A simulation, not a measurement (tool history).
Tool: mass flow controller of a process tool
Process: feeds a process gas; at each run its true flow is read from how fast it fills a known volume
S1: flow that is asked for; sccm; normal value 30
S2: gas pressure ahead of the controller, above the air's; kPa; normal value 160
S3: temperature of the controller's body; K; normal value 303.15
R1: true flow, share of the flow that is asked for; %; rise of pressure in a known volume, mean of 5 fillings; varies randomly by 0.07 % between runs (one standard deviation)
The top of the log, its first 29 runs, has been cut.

run,hour,S1,S2,S3,R1
30,3293.7,20,173,303.15,99.54
31,3426.8,20,173,303.15,99.62
32,3526.2,20,173,303.15,99.61
33,3677.8,20,173,296.15,100.29
# hour 3824.6: gauge calibrated
34,3824.6,30,255,309.15,98.37
35,3894.1,11,255,295.15,98.46
36,4003.9,5,160,303.15,96.97
37,4161.7,6,242,305.15,97.45
38,4325.9,30,274,303.15,99.20
39,4428.0,21,270,303.15,98.77
40,4580.8,48,204,303.15,99.89

Below are 5 alternative next runs, each starting from the tool's condition after run 40. Predict each:
A,4666.1,34,144,311.15,?
B,4666.1,23,160,299.15,?
C,4666.1,48,204,299.15,?
D,4666.1,48,204,312.15,?
E,4666.1,30,160,297.15,?

run,R1
A,98.35
B,98.65
C,100.22
D,99.26
E,99.36
With no hidden state in the tool, these same runs would have given:
run,R1
A,97.95
B,98.24
C,99.82
D,98.86
E,98.96
